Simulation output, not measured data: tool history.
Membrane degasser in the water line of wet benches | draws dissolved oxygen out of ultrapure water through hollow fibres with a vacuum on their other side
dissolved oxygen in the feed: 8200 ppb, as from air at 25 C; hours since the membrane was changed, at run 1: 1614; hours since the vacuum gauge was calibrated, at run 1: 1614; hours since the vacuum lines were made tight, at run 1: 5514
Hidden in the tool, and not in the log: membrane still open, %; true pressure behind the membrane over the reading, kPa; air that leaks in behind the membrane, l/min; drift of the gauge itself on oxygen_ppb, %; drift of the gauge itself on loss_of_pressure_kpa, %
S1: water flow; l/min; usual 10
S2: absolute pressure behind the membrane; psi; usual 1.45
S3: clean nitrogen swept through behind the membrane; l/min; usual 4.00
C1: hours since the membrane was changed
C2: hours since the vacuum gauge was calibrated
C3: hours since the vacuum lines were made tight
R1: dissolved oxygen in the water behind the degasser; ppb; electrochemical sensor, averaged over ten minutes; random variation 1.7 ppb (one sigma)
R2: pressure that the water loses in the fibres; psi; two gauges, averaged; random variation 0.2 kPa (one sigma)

run    hour  S1    S2     S3    C1    C2    C3     R1      R2
  1     0.0  10  1.45   4.00  1614  1614  5514  168.3   6.699
  2    43.4  10  1.45   4.00  1658  1658  5557  173.4   6.689
  3    79.1  10  1.45   4.00  1693  1693  5593  174.3   6.705
  4   141.1  10  1.45   4.00  1755  1755  5655  173.0   6.657
  5   189.2  10  1.45   4.00  1804  1804  5703  172.6   6.680
  6   246.3  10  3.07   4.00  1861  1861  5760  238.8   6.711
  7   323.0  10  3.07   4.00  1937  1937  5837  239.4   6.720
  8   376.5  10  3.07   4.00  1991  1991  5890  243.2   6.666
  9   455.5  10  3.07   4.00  2070  2070  5969  240.3   6.744
 10   490.1  10  3.07   4.00  2105  2105  6004  244.4   6.649
 11   540.8  10  2.03   4.00  2155  2155  6054  204.6   6.786
 12   616.2  10  2.03   4.00  2231  2231  6130  197.9   6.692
 13   660.3  10  2.03   4.00  2275  2275  6174  199.6   6.711
 14   719.6  10  2.03   4.00  2334  2334  6233  198.5   6.714
 15   789.3  10  2.03   4.00  2404  2404  6303  197.8   6.752
 16   864.2  10  2.03   4.00  2479  2479  6378  195.9   6.698
 17   899.8  10  2.03   4.00  2514  2514  6413  198.9   6.705
      943.6  -- seals of the vacuum lines changed
 18   957.0  10  1.17   2.98  2569  2569    13  173.7   6.722
 19  1022.0  10  1.17   2.98  2634  2634    78  172.7   6.795
 20  1080.9   8  1.70   4.11  2693  2693   137   98.4   5.424
 21  1133.3   7  1.04   5.17  2746  2746   190   45.7   4.735
 22  1184.1  10  1.04   5.17  2796  2796   241  149.7   6.737
 23  1251.4   8  2.42   9.99  2864  2864   308   83.1   5.329
 24  1291.1   8  2.42   9.99  2904  2904   348   84.0   5.382
 25  1328.3  10  1.32  11.17  2941  2941   385  143.5   6.753
 26  1383.7  16  1.26   6.37  2996  2996   440  553.8  10.811
 27  1416.6  10  1.45   2.68  3029  3029   473  192.6   6.782
 28  1470.9  10  1.45   2.68  3083  3083   527  199.1   6.789
 29  1540.9   7  2.80   2.47  3153  3153   597  145.3   4.735
 30  1586.8   7  1.94   4.00  3199  3199   643   76.6   4.689
 31  1642.6   7  1.94   4.00  3255  3255   699   77.3   4.749

The same runs without the tool's hidden state, with the same run-to-run variation:
run     R1      R2
  1  161.7   6.637
  2  166.5   6.625
  3  167.2   6.640
  4  165.8   6.591
  5  165.2   6.611
  6  229.8   6.640
  7  230.0   6.644
  8  233.4   6.589
  9  230.4   6.664
 10  234.2   6.567
 11  195.0   6.704
 12  188.4   6.606
 13  189.8   6.624
 14  188.5   6.624
 15  187.7   6.659
 16  185.6   6.602
 17  188.4   6.608
 18  164.1   6.624
 19  162.9   6.692
 20   93.0   5.342
 21   42.2   4.662
 22  140.2   6.630
 23   78.1   5.240
 24   79.0   5.294
 25  134.2   6.640
 26  528.0  10.627
 27  181.3   6.666
 28  187.2   6.672
 29  139.9   4.651
 30   72.2   4.605
 31   72.7   4.662

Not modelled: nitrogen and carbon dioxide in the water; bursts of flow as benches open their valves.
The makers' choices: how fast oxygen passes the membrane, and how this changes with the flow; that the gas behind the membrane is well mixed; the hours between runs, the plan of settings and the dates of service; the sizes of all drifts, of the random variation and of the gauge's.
